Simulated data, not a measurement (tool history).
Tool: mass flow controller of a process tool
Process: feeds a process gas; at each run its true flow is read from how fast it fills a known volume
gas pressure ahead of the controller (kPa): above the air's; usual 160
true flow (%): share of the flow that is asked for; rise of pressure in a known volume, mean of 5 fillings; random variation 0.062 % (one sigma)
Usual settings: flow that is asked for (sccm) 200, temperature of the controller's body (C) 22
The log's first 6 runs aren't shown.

run    hour  flow that is asked for (sccm)  gas pressure ahead of the controller (kPa)  temperature of the controller's body (C)  true flow (%)
  7  1476.9                            200                                         160                                        22         100.17
  8  1755.1                            200                                         160                                        22         100.11
  9  1991.9                            194                                         160                                        22         100.05
     2162.2  -- controller's zero set anew
 10  2316.1                            369                                         160                                        22         100.47
 11  2594.5                            369                                         160                                        22         100.34
 12  2870.7                            369                                         160                                        22         100.38
 13  3129.4                            200                                         188                                        22         100.22
 14  3277.5                            200                                         188                                        22         100.10
 15  3491.5                            200                                         188                                        22         100.11
 16  3666.1                            200                                         188                                        36          98.64
 17  3977.2                            200                                         188                                        36          98.64
 18  4215.1                            200                                         188                                        36          98.55

Forecast run 19:
 19  4480.3                            200                                         188                                        36              ?

{"run 19": {"true flow (%)": 98.61}}
Without the tool's hidden state the same run would have given true flow (%) 98.61.

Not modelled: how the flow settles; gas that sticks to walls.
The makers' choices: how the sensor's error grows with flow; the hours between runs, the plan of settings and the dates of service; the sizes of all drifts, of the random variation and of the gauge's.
